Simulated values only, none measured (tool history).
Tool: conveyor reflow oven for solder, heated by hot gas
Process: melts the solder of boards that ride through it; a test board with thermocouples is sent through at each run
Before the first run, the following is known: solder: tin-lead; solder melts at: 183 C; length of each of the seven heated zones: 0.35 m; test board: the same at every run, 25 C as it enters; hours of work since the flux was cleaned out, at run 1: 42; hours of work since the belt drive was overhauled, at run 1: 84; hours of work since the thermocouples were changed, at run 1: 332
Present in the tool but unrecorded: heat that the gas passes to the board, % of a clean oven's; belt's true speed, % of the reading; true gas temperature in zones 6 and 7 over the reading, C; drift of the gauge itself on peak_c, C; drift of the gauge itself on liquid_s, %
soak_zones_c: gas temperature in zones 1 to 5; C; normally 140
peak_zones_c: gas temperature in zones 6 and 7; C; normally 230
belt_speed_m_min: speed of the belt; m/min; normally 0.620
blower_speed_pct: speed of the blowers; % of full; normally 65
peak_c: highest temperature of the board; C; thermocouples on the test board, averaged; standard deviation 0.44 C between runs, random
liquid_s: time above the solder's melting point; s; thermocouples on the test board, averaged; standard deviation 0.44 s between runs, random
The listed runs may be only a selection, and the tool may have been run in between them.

run    hour  soak_zones_c  peak_zones_c  belt_speed_m_min  blower_speed_pct  hours of work since the flux was cleaned out  hours of work since the belt drive was overhauled  hours of work since the thermocouples were changed  peak_c  liquid_s
  1     0.0           140           230             0.620                65                                            42                                                 84                                                 332   217.4      52.0
  2    45.7           140           230             0.620                65                                            76                                                117                                                 365   217.3      52.1
  3   103.3           140           230             0.620                65                                           118                                                159                                                 407   216.8      52.6
  4   137.9           140           230             0.620                65                                           143                                                184                                                 432   217.1      51.8
      176.5  -- flux residue cleaned out of gas plates and filters
  5   197.0           140           230             0.620                65                                            15                                                224                                                 472   218.0      52.2
  6   243.5           140           230             0.620                65                                            49                                                258                                                 506   217.6      51.8
  7   304.6           140           230             0.620                65                                            93                                                302                                                 550   217.0      51.7
  8   360.9           140           230             0.620                65                                           134                                                343                                                 591   216.5      52.8
      410.1  -- flux residue cleaned out of gas plates and filters
  9   424.8           140           230             0.620                65                                            11                                                386                                                 634   217.9      51.8
 10   484.8           140           230             0.620                65                                            54                                                430                                                 678   216.9      52.0
 11   546.1           140           230             0.700                65                                            99                                                475                                                 723   214.1      42.2
 12   606.2           140           230             0.700                65                                           143                                                518                                                 767   213.1      42.4
 13   637.1           140           230             0.700                65                                           165                                                541                                                 789   214.2      43.4
      645.6  -- flux residue cleaned out of gas plates and filters
 14   678.8           140           230             0.620                65                                            24                                                568                                                 816   216.9      51.9
 15   738.9           132           230             0.635                67                                            68                                                611                                                 860   215.8      46.9
 16   794.7           132           230             0.635                67                                           109                                                652                                                 900   215.7      47.8
      857.8  -- thermocouples of zones 6 and 7 changed
 17   857.8           132           230             0.719                67                                           153                                                697                                                   0   211.6      37.7
      879.8  -- flux residue cleaned out of gas plates and filters
 18   923.2           140           230             0.538                84                                            32                                                741                                                  44   223.9      65.6
 19   956.0           140           230             0.538                84                                            56                                                765                                                  68   222.5      65.7
 20   995.7           140           230             0.620                81                                            85                                                794                                                  97   220.6      54.1
 21  1048.5           128           226             0.678                58                                           123                                                832                                                 135   206.7      34.9
 22  1100.9           130           230             0.539                65                                           161                                                870                                                 174   219.2      59.4
     1113.5  -- flux residue cleaned out of gas plates and filters
 23  1149.0           130           238             0.674                65                                            26                                                902                                                 205   220.0      46.7
 24  1189.0           130           238             0.674                65                                            55                                                931                                                 234   220.0      46.0
 25  1224.0           130           230             0.674                65                                            81                                                956                                                 260   212.3      41.7
 26  1280.3           140           220             0.642                53                                           122                                                997                                                 301   204.0      38.8
 27  1330.6           140           220             0.642                53                                           158                                               1034                                                 337   204.1      39.5
     1349.0  -- flux residue cleaned out of gas plates and filters
 28  1380.6           145           230             0.620                65                                            23                                               1067                                                 370   217.5      53.5

4 ways to go on from here, each from the tool as it stands after run 28. What would each give?
     1400.1  -- belt drive overhauled, speed set with a stopwatch
  A  1424.5           140           224             0.607                76                                            52                                                 18                                                 399       ?         ?
     1400.1  -- belt drive overhauled, speed set with a stopwatch
  B  1424.5           145           220             0.620                68                                            52                                                 18                                                 399       ?         ?
     1400.1  -- belt drive overhauled, speed set with a stopwatch
  C  1424.5           144           235             0.620                77                                            52                                                 18                                                 399       ?         ?
     1400.1  -- belt drive overhauled, speed set with a stopwatch
  D  1424.5           140           230             0.717                79                                            52                                                 18                                                 399       ?         ?

run  peak_c  liquid_s
  A   213.6      53.0
  B   208.9      48.3
  C   223.7      57.6
  D   216.4      43.7
The same runs, with their run-to-run variation unchanged, on a tool lacking any hidden condition would have given:
run  peak_c  liquid_s
  A   213.5      53.0
  B   208.8      48.2
  C   223.7      57.6
  D   216.3      43.7
